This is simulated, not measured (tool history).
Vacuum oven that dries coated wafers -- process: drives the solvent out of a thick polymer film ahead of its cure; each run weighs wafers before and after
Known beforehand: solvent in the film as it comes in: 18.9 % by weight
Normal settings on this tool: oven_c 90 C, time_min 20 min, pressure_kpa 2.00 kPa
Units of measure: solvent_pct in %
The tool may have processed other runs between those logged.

run     day  oven_c  time_min  pressure_kpa  solvent_pct
  1   0.000      90        20          2.00         1.71
  2   2.533      88        20          2.00         1.92
  3   4.412      90        20          4.23         2.75
  4   7.096      90        20          4.23         2.71
      7.888  -- oven's thermocouples calibrated
  5   9.367      85        20          2.00         2.33
  6  11.867      85        20          2.00         2.31
  7  13.246      85        20          2.00         2.30
  8  15.696      85        20          2.00         2.27
  9  17.192      85        20          2.00         2.25
 10  18.938      90        20          2.00         1.64
 11  20.575      90        20          2.00         1.63
 12  22.838      90        20          2.00         1.63
 13  24.375      90        20          2.00         1.59
 14  25.875      90        21          2.00         1.56
 15  28.042      90        20          1.19         1.22
 16  29.329      83        20          1.19         2.20
 17  31.233      93        15          1.80         1.69
 18  32.858     104        33          1.80         0.56
 19  34.783      85        33          1.80         1.47
 20  37.354      85        33          1.80         1.40
 21  38.846      76        20          2.00         4.31
 22  41.488      90        26          1.04         0.85
 23  43.350      90        26          1.04         0.82
 24  44.854      90        12          2.40         3.12
 25  46.233      85        21          5.74         4.31
 26  47.725      90        35          6.74         3.46
 27  49.721      90        20          3.78         2.48
 28  52.050      90        20          3.78         2.50
 29  53.929      77        20          5.46         6.51
 30  55.333      78        23          6.68         6.67

Consider 5 possible next runs. They are alternatives, not a sequence: every one starts from the tool as it was left by run 30. What does each give?
  A  56.429      90        27          4.31            ?
  B  56.429      90        30          2.63            ?
  C  56.429     100        15          2.47            ?
  D  56.429      84        14          1.66            ?
  E  56.429      80        14          1.38            ?

run  solvent_pct
  A         2.42
  B         1.53
  C         1.34
  D         3.72
  E         4.58
Had the tool no hidden state, the same runs would have come out as:
run  solvent_pct
  A         2.16
  B         1.30
  C         1.16
  D         3.37
  E         4.19
